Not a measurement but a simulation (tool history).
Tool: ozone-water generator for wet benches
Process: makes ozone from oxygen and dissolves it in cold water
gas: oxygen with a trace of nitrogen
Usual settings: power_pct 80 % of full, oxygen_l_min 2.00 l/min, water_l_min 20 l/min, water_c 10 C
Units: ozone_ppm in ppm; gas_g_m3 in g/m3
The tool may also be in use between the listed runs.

| run | hour | power_pct | oxygen_l_min | water_l_min | water_c | ozone_ppm | gas_g_m3 |
|---|---|---|---|---|---|---|---|
| 1 | 0.0 | 80 | 2.00 | 20 | 10 | 12.7 | 229.3 |
| 2 | 66.8 | 80 | 2.00 | 20 | 10 | 12.6 | 229.6 |
| 3 | 132.6 | 80 | 2.00 | 20 | 10 | 12.5 | 229.3 |
| 4 | 185.1 | 80 | 2.00 | 20 | 10 | 12.5 | 230.2 |
| 5 | 228.6 | 80 | 2.00 | 20 | 10 | 12.7 | 229.9 |
| 6 | 266.4 | 80 | 2.00 | 20 | 10 | 12.9 | 229.0 |
| 7 | 298.0 | 80 | 2.00 | 20 | 10 | 12.5 | 229.0 |
| 8 | 354.9 | 44 | 2.00 | 20 | 11 | 9.2 | 165.4 |
| 9 | 397.9 | 80 | 2.12 | 18 | 10 | 14.3 | 221.0 |
| 10 | 434.3 | 46 | 1.07 | 21 | 10 | 7.4 | 239.8 |
| 11 | 485.3 | 68 | 1.07 | 13 | 10 | 15.8 | 291.2 |

5 ways to go on from here, each from the tool as it stands after run 11. What would each give?
| A | 534.2 | 53 | 1.90 | 20 | 10 | ? | ? |
| B | 534.2 | 80 | 3.21 | 14 | 13 | ? | ? |
| C | 534.2 | 86 | 2.00 | 20 | 10 | ? | ? |
| D | 534.2 | 83 | 1.31 | 20 | 18 | ? | ? |
| E | 534.2 | 68 | 2.10 | 12 | 10 | ? | ? |

| run | ozone_ppm | gas_g_m3 |
|---|---|---|
| A | 10.4 | 187.3 |
| B | 19.5 | 178.9 |
| C | 13.2 | 237.3 |
| D | 10.9 | 294.4 |
| E | 20.1 | 204.3 |
Without the tool's hidden state the same runs would have given:
| run | ozone_ppm | gas_g_m3 |
|---|---|---|
| A | 10.4 | 188.9 |
| B | 19.5 | 180.5 |
| C | 13.2 | 239.5 |
| D | 10.9 | 297.0 |
| E | 20.1 | 206.1 |

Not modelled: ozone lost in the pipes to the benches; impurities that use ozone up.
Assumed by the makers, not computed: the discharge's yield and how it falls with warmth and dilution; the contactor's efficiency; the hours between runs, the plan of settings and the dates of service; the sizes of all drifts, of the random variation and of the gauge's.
